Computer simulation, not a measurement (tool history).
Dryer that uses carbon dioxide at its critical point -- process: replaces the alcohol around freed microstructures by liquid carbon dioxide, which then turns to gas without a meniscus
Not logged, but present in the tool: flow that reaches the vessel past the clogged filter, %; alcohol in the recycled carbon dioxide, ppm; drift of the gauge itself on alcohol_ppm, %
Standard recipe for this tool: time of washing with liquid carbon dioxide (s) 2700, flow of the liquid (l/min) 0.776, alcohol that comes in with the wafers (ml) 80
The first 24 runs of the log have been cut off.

run	hour	time of washing with liquid carbon dioxide (s)	flow of the liquid (l/min)	alcohol that comes in with the wafers (ml)	hours of work since the filter was changed	hours of work since the purifier's bed was changed	alcohol left in the vessel before it's heated (ppm by volume)
25	693.3	2700	1.017	78	53	769	106
26	716.7	2220	1.017	78	63	779	109
27	735.9	3780	0.776	80	71	786	112
28	767.4	4140	0.946	51	83	799	107
29	785.2	3960	0.843	27	91	807	99
30	819.3	2400	1.230	39	105	820	109
31	838.4	2400	1.230	39	112	828	109
32	874.8	3060	1.230	39	127	843	113
33	890.2	2940	0.784	80	134	849	123
34	908.5	2040	0.802	80	141	857	170
35	942.8	3300	0.517	80	155	871	147
36	963.8	3300	0.517	80	164	879	158
37	984.2	2040	1.254	28	172	888	126
38	1007.5	2940	0.731	36	181	897	130

3 ways to go on from here, each from the tool as it stands after run 38. What would each give?
A	1031.0	2940	0.501	36	191	907	?
B	1031.0	2460	1.185	49	191	907	?
C	1031.0	2040	0.617	49	191	907	?

run	alcohol left in the vessel before it's heated (ppm by volume)
A	165
B	110
C	249
Take away the tool's hidden state, keep each run's random variation, and the runs would have read:
run	alcohol left in the vessel before it's heated (ppm by volume)
A	36
B	0
C	98
